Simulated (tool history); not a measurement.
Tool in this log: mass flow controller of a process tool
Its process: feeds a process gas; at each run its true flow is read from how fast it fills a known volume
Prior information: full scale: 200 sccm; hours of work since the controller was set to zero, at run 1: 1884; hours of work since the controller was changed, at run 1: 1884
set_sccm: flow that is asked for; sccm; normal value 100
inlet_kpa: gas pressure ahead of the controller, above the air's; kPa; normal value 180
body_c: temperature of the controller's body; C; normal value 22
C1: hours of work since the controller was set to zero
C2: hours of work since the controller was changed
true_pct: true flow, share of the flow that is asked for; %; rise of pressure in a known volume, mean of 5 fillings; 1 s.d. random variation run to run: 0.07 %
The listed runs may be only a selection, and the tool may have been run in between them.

run 1 day=0.000 | set_sccm=100 inlet_kpa=180 body_c=22 | C1=1884 C2=1884 | true_pct=99.32
run 2 day=5.342 | set_sccm=100 inlet_kpa=180 body_c=22 | C1=1926 C2=1926 | true_pct=99.24
run 3 day=16.500 | set_sccm=100 inlet_kpa=180 body_c=22 | C1=2012 C2=2012 | true_pct=98.95
run 4 day=27.558 | set_sccm=100 inlet_kpa=180 body_c=22 | C1=2098 C2=2098 | true_pct=98.86
run 5 day=33.783 | set_sccm=100 inlet_kpa=261 body_c=22 | C1=2146 C2=2146 | true_pct=98.23
run 6 day=43.012 | set_sccm=100 inlet_kpa=261 body_c=22 | C1=2217 C2=2217 | true_pct=98.05
run 7 day=50.875 | set_sccm=100 inlet_kpa=167 body_c=22 | C1=2278 C2=2278 | true_pct=98.71
run 8 day=58.379 | set_sccm=97 inlet_kpa=180 body_c=22 | C1=2336 C2=2336 | true_pct=98.45
run 9 day=66.000 | set_sccm=97 inlet_kpa=145 body_c=22 | C1=2395 C2=2395 | true_pct=98.59
run 10 day=71.221 | set_sccm=97 inlet_kpa=145 body_c=22 | C1=2436 C2=2436 | true_pct=98.52

Run 11 comes next. What will it give?
run 11 day=77.621 | set_sccm=97 inlet_kpa=145 body_c=22 | C1=2485 C2=2485 | true_pct=?

true_pct: 98.53 %
With no hidden state in the tool, this same run would have given true_pct 99.64 %.

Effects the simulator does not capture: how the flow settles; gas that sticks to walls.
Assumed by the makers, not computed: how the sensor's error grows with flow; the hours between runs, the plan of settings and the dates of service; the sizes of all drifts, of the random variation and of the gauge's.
